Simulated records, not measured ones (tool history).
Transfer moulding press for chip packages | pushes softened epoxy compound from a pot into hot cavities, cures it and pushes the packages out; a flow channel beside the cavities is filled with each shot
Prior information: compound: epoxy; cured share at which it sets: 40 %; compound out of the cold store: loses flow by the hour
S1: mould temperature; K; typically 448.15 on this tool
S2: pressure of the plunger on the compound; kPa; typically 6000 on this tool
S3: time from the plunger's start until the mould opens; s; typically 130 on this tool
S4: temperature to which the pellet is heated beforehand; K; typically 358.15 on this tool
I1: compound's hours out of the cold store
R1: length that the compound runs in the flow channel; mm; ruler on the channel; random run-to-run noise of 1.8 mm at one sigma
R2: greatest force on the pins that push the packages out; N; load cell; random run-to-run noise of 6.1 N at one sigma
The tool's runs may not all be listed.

Run 1, day 0: usual settings; I1 31.4. Result: R1 829 mm, R2 261 N.
Run 2, day 0.438: usual settings; I1 19.2. Result: R1 865 mm, R2 257 N.
Run 3, day 1.271: usual settings but S2 6920 kPa; I1 44.4. Result: R1 848 mm, R2 260 N.
Run 4, day 1.892: usual settings but S2 6920 kPa; I1 29.1. Result: R1 894 mm, R2 270 N.
At day 2.192: cavities cleaned with cleaning compound and waxed.
Run 5, day 2.996: usual settings but S3 135 s; I1 22.6. Result: R1 855 mm, R2 235 N.
At day 3.196: plunger's sealing rings changed.
Run 6, day 3.796: usual settings but S4 360.15 K; I1 41.7. Result: R1 796 mm, R2 256 N.
Run 7, day 4.571: usual settings but S4 360.15 K; I1 44.9. Result: R1 787 mm, R2 260 N.
At day 5.167: cavities cleaned with cleaning compound and waxed.
Run 8, day 5.712: usual settings but S4 360.15 K; I1 23.7. Result: R1 855 mm, R2 265 N.
Run 9, day 6.196: usual settings but S4 360.15 K; I1 11.9. Result: R1 889 mm, R2 272 N.
Run 10, day 6.962: usual settings but S4 360.15 K; I1 28.8. Result: R1 834 mm, R2 258 N.
At day 8.058: cavities cleaned with cleaning compound and waxed.
Run 11, day 8.058: usual settings but S4 360.15 K; I1 11.5. Result: R1 892 mm, R2 258 N.
Run 12, day 9.112: usual settings but S1 447.15 K, S4 353.15 K; I1 45. Result: R1 788 mm, R2 255 N.
Run 13, day 9.746: usual settings but S1 453.15 K, S2 4910 kPa, S3 168 s; I1 23.4. Result: R1 753 mm, R2 207 N.
Run 14, day 10.442: usual settings but S1 456.15 K, S2 4910 kPa, S3 168 s, S4 362.15 K; I1 38.2. Result: R1 708 mm, R2 207 N.
At day 10.996: cavities cleaned with cleaning compound and waxed.
Run 15, day 11.25: usual settings but S1 452.15 K, S2 4930 kPa, S3 125 s; I1 9.2. Result: R1 803 mm, R2 240 N.
Run 16, day 12.292: usual settings but S1 452.15 K, S2 4930 kPa, S3 125 s; I1 8.8. Result: R1 803 mm, R2 243 N.
Run 17, day 12.85: usual settings but S1 452.15 K, S2 4930 kPa, S3 125 s; I1 24.4. Result: R1 754 mm, R2 247 N.
Run 18, day 13.7: usual settings but S1 452.15 K, S2 4930 kPa, S3 125 s; I1 19.1. Result: R1 771 mm, R2 237 N.
At day 13.921: mould's thermocouples calibrated.
At day 13.983: cavities cleaned with cleaning compound and waxed.
Run 19, day 14.658: usual settings but S1 452.15 K, S2 4930 kPa, S3 125 s; I1 23.9. Result: R1 759 mm, R2 237 N.
Run 20, day 15.683: usual settings but S1 444.15 K, S2 5060 kPa, S3 125 s; I1 31.6. Result: R1 773 mm, R2 358 N.
Run 21, day 16.125: usual settings but S1 444.15 K, S2 5060 kPa, S3 125 s; I1 22.5. Result: R1 799 mm, R2 367 N.
At day 16.921: cavities cleaned with cleaning compound and waxed.
Run 22, day 17.017: usual settings but S2 6360 kPa, S4 364.15 K; I1 44.3. Result: R1 810 mm, R2 257 N.

Forecast each of these 3 alternatives for the next run:
Run A, day 18.062: usual settings but S2 4990 kPa, S4 364.15 K; I1 41.7. Result: R1 ?, R2 ?.
Run B, day 18.062: usual settings but S2 4610 kPa, S4 360.15 K; I1 45.3. Result: R1 ?, R2 ?.
Run C, day 18.062: usual settings but S2 5330 kPa, S3 118 s, S4 352.15 K; I1 29.4. Result: R1 ?, R2 ?.

run   R1   R2
  A  727  258
  B  691  267
  C  785  312
Had the tool no hidden state, the same runs would have come out as:
run   R1   R2
  A  728  257
  B  691  266
  C  785  311
